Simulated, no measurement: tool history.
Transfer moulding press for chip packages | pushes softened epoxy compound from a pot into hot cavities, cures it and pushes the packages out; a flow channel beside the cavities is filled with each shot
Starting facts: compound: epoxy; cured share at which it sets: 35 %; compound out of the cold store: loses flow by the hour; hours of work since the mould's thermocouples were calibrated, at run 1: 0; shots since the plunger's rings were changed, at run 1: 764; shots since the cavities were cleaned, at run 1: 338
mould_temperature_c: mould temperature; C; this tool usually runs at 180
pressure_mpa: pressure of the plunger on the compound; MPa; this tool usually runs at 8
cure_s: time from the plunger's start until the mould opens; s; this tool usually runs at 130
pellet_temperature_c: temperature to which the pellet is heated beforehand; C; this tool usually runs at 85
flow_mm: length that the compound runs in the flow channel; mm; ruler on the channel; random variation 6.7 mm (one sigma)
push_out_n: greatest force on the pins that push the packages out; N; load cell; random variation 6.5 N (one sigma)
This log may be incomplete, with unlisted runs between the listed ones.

run	hour	mould_temperature_c	pressure_mpa	cure_s	pellet_temperature_c	hours of work since the mould's thermocouples were calibrated	shots since the plunger's rings were changed	shots since the cavities were cleaned	incoming compound's hours out of the cold store	flow_mm	push_out_n
1	0	180	8	130	85	0	764	338	39.9	850	351
2	62	180	8	130	85	27	1124	698	45.3	828	446
# hour 91.4: cavities cleaned with cleaning compound and waxed
3	95.1	180	8	130	85	40	1307	22	19.9	900	293
4	142.9	180	8	130	85	61	1583	298	24.1	875	377
5	185.9	180	8	130	85	79	1833	548	14.4	907	445
6	231.8	180	8	130	85	99	2099	814	39.4	840	479
# hour 243.2: cavities cleaned with cleaning compound and waxed
7	298.8	180	7.08	130	85	127	2478	322	8.9	853	386
8	345	180	7.08	130	85	147	2746	590	13.6	838	417
9	380.6	180	7.08	130	85	163	2952	796	34.7	781	491
# hour 392.4: cavities cleaned with cleaning compound and waxed
10	427.7	180	8	130	85	182	3216	204	44.5	804	311
11	456.3	180	8	130	85	195	3382	370	43.3	801	367
12	503.2	180	8.14	130	85	215	3654	642	45.7	801	437
# hour 541.7: cavities cleaned with cleaning compound and waxed
13	557.1	184	8.14	147	83	237	3957	89	25.3	825	245
14	612.9	186	8.14	143	87	261	4280	412	31.1	808	330
15	646.9	180	8	145	93	276	4477	609	42.4	780	400
# hour 667.1: plunger's sealing rings changed
16	688.7	180	8	145	93	293	125	837	38.8	872	433
# hour 695.7: cavities cleaned with cleaning compound and waxed
17	719.6	180	8	145	93	306	296	139	8	963	299
18	761	182	6.35	130	85	324	535	378	29.3	781	370
19	794.9	180	7.83	123	92	338	732	575	31	866	482
20	830.3	180	7.83	123	92	353	937	780	36	851	522
# hour 845.5: cavities cleaned with cleaning compound and waxed
21	895.7	180	9.18	130	79	381	1307	291	45.7	884	354
22	943.2	180	6.37	130	90	401	1582	566	40.2	747	415

Consider 5 possible next runs. They are alternatives, not a sequence: every one starts from the tool as it was left by run 22. What does each give?
A	991.5	180	6.44	130	90	422	1862	846	14.1	?	?
B	991.5	181	8.62	130	90	422	1862	846	17.5	?	?
C	991.5	183	8	164	85	422	1862	846	22.1	?	?
D	991.5	180	7.28	130	79	422	1862	846	34.1	?	?
E	991.5	182	8.94	130	78	422	1862	846	15	?	?

run	flow_mm	push_out_n
A	820	491
B	922	469
C	869	402
D	815	497
E	948	472
Take away the tool's hidden state, keep each run's random variation, and the runs would have read:
run	flow_mm	push_out_n
A	845	255
B	952	246
C	897	219
D	841	256
E	978	248
